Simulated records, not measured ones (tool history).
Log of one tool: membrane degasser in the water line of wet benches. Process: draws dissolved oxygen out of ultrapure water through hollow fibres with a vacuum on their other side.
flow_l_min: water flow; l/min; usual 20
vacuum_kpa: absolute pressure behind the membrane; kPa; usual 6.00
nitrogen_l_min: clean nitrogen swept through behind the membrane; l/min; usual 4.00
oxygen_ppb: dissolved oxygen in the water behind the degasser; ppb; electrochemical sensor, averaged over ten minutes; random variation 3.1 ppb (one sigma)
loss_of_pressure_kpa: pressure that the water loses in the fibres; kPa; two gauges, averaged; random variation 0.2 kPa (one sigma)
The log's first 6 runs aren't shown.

run	hour	flow_l_min	vacuum_kpa	nitrogen_l_min	hours since the membrane was changed	hours since the vacuum gauge was calibrated	hours since the vacuum lines were made tight	oxygen_ppb	loss_of_pressure_kpa
7	1354.2	20	6.00	2.13	11818	1074	4673	357.6	43.98
8	1529.1	29	6.00	4.00	11993	1249	4848	735.7	64.28
9	1770.0	19	6.00	4.00	12234	1490	5089	292.0	41.85
10	2048.4	19	6.00	4.00	12512	1768	5367	297.4	42.41
11	2268.5	18	6.00	4.00	12732	1988	5587	260.8	39.88
12	2451.1	18	6.00	4.00	12915	2171	5770	254.8	39.64
13	2741.3	18	6.00	4.00	13205	2461	6060	263.1	39.97
14	2949.9	20	6.00	4.60	13414	2670	6269	338.1	44.35
15	3261.2	20	6.00	4.60	13725	2981	6580	342.9	44.60
16	3467.8	20	6.00	4.00	13932	3188	6787	338.6	44.07
17	3638.3	13	10.08	4.00	14102	3358	6957	138.4	28.57
18	3765.4	13	5.82	4.00	14229	3485	7084	103.4	29.00
# hour 3877.6: vacuum gauge calibrated
19	3962.5	13	14.51	1.79	14426	85	7281	277.4	28.83
20	4172.0	13	14.51	1.79	14635	294	7490	274.7	29.07
# hour 4249.2: seals of the vacuum lines changed
21	4472.1	13	14.51	1.79	14933	593	223	279.8	28.61
22	4613.9	14	6.77	2.65	15075	734	365	152.4	31.24
23	4893.9	14	6.77	2.65	15355	1014	645	152.3	30.86
24	5143.0	20	9.17	2.94	15604	1263	894	400.7	44.52
25	5269.2	20	9.17	2.94	15731	1390	1020	401.3	44.83
26	5519.6	18	13.82	3.77	15981	1640	1270	352.3	39.96
27	5780.8	18	6.74	3.77	16242	1901	1532	278.1	40.01
28	5928.4	18	6.74	2.39	16390	2049	1679	298.7	39.85
29	6122.4	18	6.74	2.39	16584	2243	1873	301.9	40.06
30	6307.2	18	6.74	2.39	16769	2428	2058	296.5	40.22
31	6496.5	19	6.74	10.13	16958	2617	2247	287.3	42.55

4 ways to go on from here, each from the tool as it stands after run 31. What would each give?
A	6727.5	12	12.65	8.62	17189	2848	2478	?	?
B	6727.5	19	3.95	2.08	17189	2848	2478	?	?
C	6727.5	18	6.99	10.64	17189	2848	2478	?	?
D	6727.5	20	6.00	4.04	17189	2848	2478	?	?

run	oxygen_ppb	loss_of_pressure_kpa
A	95.7	26.73
B	291.1	42.44
C	252.7	39.96
D	349.9	44.13
Without the tool's hidden state the same runs would have given:
run	oxygen_ppb	loss_of_pressure_kpa
A	84.6	25.75
B	256.6	40.88
C	222.5	38.49
D	312.1	42.50
